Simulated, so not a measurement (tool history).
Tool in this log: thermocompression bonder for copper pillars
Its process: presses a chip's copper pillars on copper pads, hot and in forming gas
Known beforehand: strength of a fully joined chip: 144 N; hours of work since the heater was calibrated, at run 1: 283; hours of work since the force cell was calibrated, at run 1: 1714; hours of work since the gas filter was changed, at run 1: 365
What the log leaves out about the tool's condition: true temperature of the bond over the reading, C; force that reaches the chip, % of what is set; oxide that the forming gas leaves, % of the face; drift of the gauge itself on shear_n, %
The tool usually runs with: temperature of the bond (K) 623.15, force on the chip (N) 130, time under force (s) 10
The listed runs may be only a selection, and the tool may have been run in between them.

run,hour,temperature of the bond (K),force on the chip (N),time under force (s),hours of work since the heater was calibrated,hours of work since the force cell was calibrated,hours of work since the gas filter was changed,force that shears a chip off (N)
1,0.0,623.15,130,10,283,1714,365,86.6
2,55.7,623.15,130,18,322,1753,404,101.8
# hour 145.4: forming gas filter changed
3,148.5,623.15,130,18,388,1819,2,104.8
4,203.7,623.15,90,18,427,1858,41,83.3
5,299.2,623.15,90,18,495,1926,109,81.7
6,369.7,623.15,130,10,545,1976,159,87.1
7,417.0,623.15,130,10,578,2009,193,88.4
8,484.6,623.15,130,10,626,2057,241,85.7
9,528.5,623.15,130,10,657,2089,272,86.1
10,572.0,623.15,130,10,688,2119,303,85.8
# hour 646.5: force cell calibrated
11,648.3,623.15,130,10,741,1,356,83.2
12,689.4,623.15,130,19,771,30,385,98.6
13,745.5,623.15,130,19,810,70,425,97.8
# hour 793.7: force cell calibrated, once more
# hour 800.5: forming gas filter changed
14,814.7,623.15,188,19,858,14,10,124.4
15,881.4,623.15,188,19,905,62,57,124.8
16,930.6,623.15,111,10,940,97,92,81.4
17,1011.1,623.15,111,13,997,154,149,88.0
18,1068.0,623.15,111,13,1038,194,190,86.7
19,1165.0,623.15,152,10,1107,263,259,97.2
20,1230.1,623.15,152,10,1153,309,305,95.7
21,1320.5,623.15,152,10,1217,373,369,96.4
22,1376.4,623.15,152,10,1257,413,409,94.2
23,1424.8,623.15,152,10,1291,447,443,94.4
# hour 1457.1: forming gas filter changed
24,1488.4,647.15,163,11,1336,492,22,118.2
25,1553.2,647.15,163,11,1382,538,68,118.8
26,1648.7,633.15,130,10,1449,606,136,93.8
27,1745.0,633.15,94,10,1518,674,204,73.7
28,1804.8,623.15,121,10,1560,717,247,82.5
29,1893.9,643.15,130,14,1623,780,310,107.5
30,1956.1,607.15,168,8,1668,824,354,80.5
31,2042.8,648.15,84,10,1729,886,416,77.7
# hour 2095.7: heater calibrated with a thermocouple chip
32,2101.8,635.15,192,6,4,926,456,105.4
# hour 2112.8: forming gas filter changed
33,2149.9,635.15,192,6,38,960,26,111.0
34,2216.5,623.15,119,10,85,1007,74,86.6
35,2278.2,627.15,107,21,129,1051,117,104.4
36,2359.4,632.15,107,9,187,1108,175,85.8
37,2436.7,640.15,167,29,242,1163,230,132.6
38,2507.4,624.15,167,25,292,1213,280,122.6
39,2548.6,644.15,142,26,321,1243,309,125.2

Each row is a separate what-if for the run after 39, all from the same tool condition, not one after another. Results?
A,2627.6,643.15,105,10,377,1299,365,?
B,2627.6,636.15,80,26,377,1299,365,?
C,2627.6,604.15,130,10,377,1299,365,?

run,force that shears a chip off (N)
A,90.2
B,94.0
C,74.0
Without the tool's unlogged condition, the same runs would have read:
run,force that shears a chip off (N)
A,97.5
B,101.3
C,80.7
